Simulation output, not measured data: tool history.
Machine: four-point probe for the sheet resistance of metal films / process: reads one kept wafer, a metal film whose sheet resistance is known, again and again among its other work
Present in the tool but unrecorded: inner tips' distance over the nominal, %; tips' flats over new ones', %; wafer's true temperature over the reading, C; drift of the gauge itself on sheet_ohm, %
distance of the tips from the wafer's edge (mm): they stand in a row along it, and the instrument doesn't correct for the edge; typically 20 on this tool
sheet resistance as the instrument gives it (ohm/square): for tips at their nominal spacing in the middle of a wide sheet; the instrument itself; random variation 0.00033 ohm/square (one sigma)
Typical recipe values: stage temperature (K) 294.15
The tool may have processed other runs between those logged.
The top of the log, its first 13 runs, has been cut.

| run | day | stage temperature (K) | distance of the tips from the wafer's edge (mm) | touches since the probe head was changed | hours of work since the stage's thermometer was calibrated | sheet resistance as the instrument gives it (ohm/square) |
|---|---|---|---|---|---|---|
| 14 | 12.404 | 302.15 | 20 | 27973 | 237 | 1.640334 |
| 15 | 12.992 | 302.15 | 20 | 28679 | 247 | 1.640656 |
| 16 | 13.554 | 302.15 | 20 | 29352 | 256 | 1.639857 |
| 17 | 14.483 | 302.15 | 20 | 30464 | 272 | 1.639486 |
| 18 | 15.450 | 302.15 | 20 | 31621 | 288 | 1.639517 |
| 19 | 16.033 | 302.15 | 20 | 32321 | 298 | 1.639278 |
| 20 | 17.300 | 302.15 | 20 | 33835 | 319 | 1.639350 |
| 21 | 18.338 | 302.15 | 20 | 35080 | 336 | 1.639148 |
| 22 | 19.625 | 302.15 | 20 | 36624 | 358 | 1.637925 |
| 23 | 20.271 | 295.15 | 62 | 37398 | 368 | 1.624387 |
| 24 | 20.842 | 294.15 | 5 | 38077 | 378 | 1.656656 |
| 25 | 21.596 | 294.15 | 6 | 38984 | 391 | 1.646037 |
| 26 | 22.221 | 299.15 | 23 | 39733 | 401 | 1.632402 |
| 27 | 23.008 | 291.15 | 13 | 40677 | 414 | 1.621655 |

The next listed run, before its measurement:
| 28 | 24.050 | 292.15 | 3 | 41924 | 431 | ? |

Run 28 yielded sheet resistance as the instrument gives it (ohm/square) 1.709223.
On a tool with no hidden condition, and with the same random variation, this run would have come out at sheet resistance as the instrument gives it (ohm/square) 1.722463.

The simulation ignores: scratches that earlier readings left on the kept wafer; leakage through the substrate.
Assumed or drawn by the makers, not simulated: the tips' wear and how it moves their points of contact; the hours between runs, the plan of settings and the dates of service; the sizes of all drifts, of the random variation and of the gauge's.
